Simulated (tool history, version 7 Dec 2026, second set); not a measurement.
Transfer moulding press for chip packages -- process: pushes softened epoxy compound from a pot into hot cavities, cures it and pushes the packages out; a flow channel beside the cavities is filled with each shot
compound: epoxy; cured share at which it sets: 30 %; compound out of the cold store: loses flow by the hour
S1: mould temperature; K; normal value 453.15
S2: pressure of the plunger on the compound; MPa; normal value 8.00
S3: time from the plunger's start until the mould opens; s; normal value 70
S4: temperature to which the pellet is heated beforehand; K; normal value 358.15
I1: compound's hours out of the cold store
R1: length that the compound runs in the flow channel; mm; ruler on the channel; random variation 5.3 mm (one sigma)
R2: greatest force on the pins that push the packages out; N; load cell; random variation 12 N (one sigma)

{"run": 1, "hour": 0.0, "S1": 453.15, "S2": 8.0, "S3": 70, "S4": 358.15, "I1": 31.2, "R1": 684, "R2": 570}
{"hour": 5.5, "done": "cavities cleaned with cleaning compound and waxed"}
{"run": 2, "hour": 50.8, "S1": 446.15, "S2": 8.0, "S3": 70, "S4": 358.15, "I1": 16.5, "R1": 773, "R2": 962}
{"run": 3, "hour": 80.7, "S1": 453.15, "S2": 8.0, "S3": 70, "S4": 358.15, "I1": 43.9, "R1": 634, "R2": 562}
{"hour": 86.2, "done": "cavities cleaned with cleaning compound and waxed"}
{"run": 4, "hour": 126.3, "S1": 453.15, "S2": 7.64, "S3": 70, "S4": 358.15, "I1": 16.5, "R1": 734, "R2": 590}
{"run": 5, "hour": 158.4, "S1": 453.15, "S2": 7.64, "S3": 70, "S4": 358.15, "I1": 12.6, "R1": 760, "R2": 584}
{"hour": 166.8, "done": "cavities cleaned with cleaning compound and waxed"}
{"hour": 201.2, "done": "plunger's sealing rings changed"}
{"run": 6, "hour": 202.4, "S1": 453.15, "S2": 7.64, "S3": 70, "S4": 358.15, "I1": 33.1, "R1": 670, "R2": 572}
{"hour": 250.4, "done": "cavities cleaned with cleaning compound and waxed"}
{"run": 7, "hour": 250.4, "S1": 453.15, "S2": 7.64, "S3": 70, "S4": 358.15, "I1": 26.3, "R1": 695, "R2": 586}
{"run": 8, "hour": 292.3, "S1": 453.15, "S2": 7.64, "S3": 70, "S4": 354.15, "I1": 12.8, "R1": 763, "R2": 588}
{"run": 9, "hour": 328.1, "S1": 453.15, "S2": 6.94, "S3": 70, "S4": 358.15, "I1": 46.1, "R1": 581, "R2": 554}
{"hour": 332.0, "done": "cavities cleaned with cleaning compound and waxed"}
{"run": 10, "hour": 369.2, "S1": 453.15, "S2": 6.51, "S3": 70, "S4": 358.15, "I1": 16.0, "R1": 681, "R2": 569}
{"run": 11, "hour": 398.0, "S1": 453.15, "S2": 6.51, "S3": 70, "S4": 358.15, "I1": 24.1, "R1": 643, "R2": 571}
{"hour": 412.7, "done": "cavities cleaned with cleaning compound and waxed"}
{"run": 12, "hour": 450.1, "S1": 453.15, "S2": 6.51, "S3": 70, "S4": 358.15, "I1": 31.4, "R1": 621, "R2": 563}
{"run": 13, "hour": 484.4, "S1": 453.15, "S2": 8.0, "S3": 70, "S4": 358.15, "I1": 16.2, "R1": 766, "R2": 595}
{"hour": 493.6, "done": "cavities cleaned with cleaning compound and waxed"}
{"hour": 504.4, "done": "mould's thermocouples calibrated"}
{"run": 14, "hour": 528.3, "S1": 452.15, "S2": 6.49, "S3": 70, "S4": 365.15, "I1": 21.5, "R1": 673, "R2": 617}
{"run": 15, "hour": 550.4, "S1": 452.15, "S2": 9.04, "S3": 70, "S4": 365.15, "I1": 13.9, "R1": 819, "R2": 615}
{"hour": 575.9, "done": "cavities cleaned with cleaning compound and waxed"}
{"run": 16, "hour": 587.6, "S1": 453.15, "S2": 9.04, "S3": 70, "S4": 365.15, "I1": 39.5, "R1": 689, "R2": 551}
{"run": 17, "hour": 618.5, "S1": 453.15, "S2": 9.04, "S3": 70, "S4": 365.15, "I1": 27.6, "R1": 746, "R2": 559}
{"hour": 640.1, "done": "plunger's sealing rings changed"}
{"run": 18, "hour": 649.9, "S1": 453.15, "S2": 10.0, "S3": 70, "S4": 366.15, "I1": 43.6, "R1": 711, "R2": 553}
{"hour": 660.5, "done": "cavities cleaned with cleaning compound and waxed"}
{"run": 19, "hour": 696.0, "S1": 453.15, "S2": 10.0, "S3": 105, "S4": 366.15, "I1": 19.1, "R1": 834, "R2": 415}
{"run": 20, "hour": 726.4, "S1": 455.15, "S2": 8.0, "S3": 70, "S4": 358.15, "I1": 37.3, "R1": 657, "R2": 525}
{"hour": 744.0, "done": "cavities cleaned with cleaning compound and waxed"}
{"run": 21, "hour": 763.9, "S1": 455.15, "S2": 8.0, "S3": 70, "S4": 358.15, "I1": 45.6, "R1": 637, "R2": 508}
{"run": 22, "hour": 815.5, "S1": 449.15, "S2": 6.77, "S3": 104, "S4": 358.15, "I1": 41.0, "R1": 602, "R2": 433}
{"hour": 825.2, "done": "cavities cleaned with cleaning compound and waxed"}
{"run": 23, "hour": 846.4, "S1": 449.15, "S2": 6.77, "S3": 104, "S4": 360.15, "I1": 29.2, "R1": 654, "R2": 423}
{"run": 24, "hour": 877.2, "S1": 449.15, "S2": 6.77, "S3": 104, "S4": 360.15, "I1": 35.5, "R1": 623, "R2": 418}

Expected results for the next run?
{"hour": 906.4, "done": "cavities cleaned with cleaning compound and waxed"}
{"run": 25, "hour": 928.3, "S1": 446.15, "S2": 7.49, "S3": 104, "S4": 360.15, "I1": 22.5, "R1": "?", "R2": "?"}

Run 25 produced R1 719 mm, R2 469 N.
Had the tool carried no hidden state, the very same run would have given R1 719 mm, R2 467 N.
